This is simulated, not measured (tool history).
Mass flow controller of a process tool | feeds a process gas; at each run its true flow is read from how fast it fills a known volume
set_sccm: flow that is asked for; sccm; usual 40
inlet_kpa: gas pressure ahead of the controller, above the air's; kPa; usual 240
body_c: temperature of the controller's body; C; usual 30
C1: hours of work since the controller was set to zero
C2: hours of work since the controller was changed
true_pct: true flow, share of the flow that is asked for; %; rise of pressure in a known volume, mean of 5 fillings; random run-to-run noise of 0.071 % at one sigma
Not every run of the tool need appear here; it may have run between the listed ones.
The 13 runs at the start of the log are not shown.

{"run": 14, "hour": 2229.8, "set_sccm": 29, "inlet_kpa": 240, "body_c": 23, "C1": 3843, "C2": 3843, "true_pct": 100.12}
{"run": 15, "hour": 2371.4, "set_sccm": 40, "inlet_kpa": 240, "body_c": 26, "C1": 3923, "C2": 3923, "true_pct": 99.74}
{"run": 16, "hour": 2556.2, "set_sccm": 40, "inlet_kpa": 240, "body_c": 26, "C1": 4027, "C2": 4027, "true_pct": 99.85}
{"run": 17, "hour": 2680.3, "set_sccm": 40, "inlet_kpa": 240, "body_c": 26, "C1": 4098, "C2": 4098, "true_pct": 99.73}
{"run": 18, "hour": 2851.2, "set_sccm": 40, "inlet_kpa": 240, "body_c": 26, "C1": 4194, "C2": 4194, "true_pct": 99.86}
{"run": 19, "hour": 3072.4, "set_sccm": 17, "inlet_kpa": 220, "body_c": 30, "C1": 4319, "C2": 4319, "true_pct": 98.93}
{"run": 20, "hour": 3191.7, "set_sccm": 22, "inlet_kpa": 164, "body_c": 30, "C1": 4387, "C2": 4387, "true_pct": 98.58}
{"run": 21, "hour": 3380.5, "set_sccm": 5, "inlet_kpa": 275, "body_c": 32, "C1": 4494, "C2": 4494, "true_pct": 98.61}
{"run": 22, "hour": 3558.5, "set_sccm": 5, "inlet_kpa": 207, "body_c": 20, "C1": 4594, "C2": 4594, "true_pct": 99.93}
{"run": 23, "hour": 3784.6, "set_sccm": 9, "inlet_kpa": 256, "body_c": 35, "C1": 4722, "C2": 4722, "true_pct": 98.37}
{"run": 24, "hour": 3965.6, "set_sccm": 40, "inlet_kpa": 183, "body_c": 30, "C1": 4824, "C2": 4824, "true_pct": 99.15}
{"run": 25, "hour": 4153.0, "set_sccm": 40, "inlet_kpa": 263, "body_c": 30, "C1": 4930, "C2": 4930, "true_pct": 99.42}
{"run": 26, "hour": 4280.4, "set_sccm": 40, "inlet_kpa": 203, "body_c": 30, "C1": 5002, "C2": 5002, "true_pct": 99.26}
{"run": 27, "hour": 4396.2, "set_sccm": 40, "inlet_kpa": 203, "body_c": 30, "C1": 5068, "C2": 5068, "true_pct": 99.25}
{"run": 28, "hour": 4498.4, "set_sccm": 23, "inlet_kpa": 225, "body_c": 39, "C1": 5126, "C2": 5126, "true_pct": 98.01}
{"run": 29, "hour": 4601.0, "set_sccm": 23, "inlet_kpa": 225, "body_c": 39, "C1": 5184, "C2": 5184, "true_pct": 97.88}
{"run": 30, "hour": 4812.1, "set_sccm": 11, "inlet_kpa": 166, "body_c": 35, "C1": 5303, "C2": 5303, "true_pct": 98}
{"run": 31, "hour": 5013.7, "set_sccm": 11, "inlet_kpa": 256, "body_c": 36, "C1": 5417, "C2": 5417, "true_pct": 98.19}
{"run": 32, "hour": 5243.6, "set_sccm": 40, "inlet_kpa": 256, "body_c": 30, "C1": 5547, "C2": 5547, "true_pct": 99.62}
{"run": 33, "hour": 5349.6, "set_sccm": 7, "inlet_kpa": 152, "body_c": 35, "C1": 5607, "C2": 5607, "true_pct": 97.82}

Here are 4 independent what-if runs from the current tool condition. What would each one return?
{"run": "A", "hour": 5587.6, "set_sccm": 30, "inlet_kpa": 156, "body_c": 37, "C1": 5742, "C2": 5742, "true_pct": "?"}
{"run": "B", "hour": 5587.6, "set_sccm": 7, "inlet_kpa": 152, "body_c": 35, "C1": 5742, "C2": 5742, "true_pct": "?"}
{"run": "C", "hour": 5587.6, "set_sccm": 20, "inlet_kpa": 163, "body_c": 30, "C1": 5742, "C2": 5742, "true_pct": "?"}
{"run": "D", "hour": 5587.6, "set_sccm": 8, "inlet_kpa": 222, "body_c": 30, "C1": 5742, "C2": 5742, "true_pct": "?"}

run=A true_pct=97.95
run=B true_pct=97.87
run=C true_pct=98.85
run=D true_pct=98.73
Without the tool's unlogged condition, the same runs would have read:
run=A true_pct=97.96
run=B true_pct=97.89
run=C true_pct=98.86
run=D true_pct=98.75

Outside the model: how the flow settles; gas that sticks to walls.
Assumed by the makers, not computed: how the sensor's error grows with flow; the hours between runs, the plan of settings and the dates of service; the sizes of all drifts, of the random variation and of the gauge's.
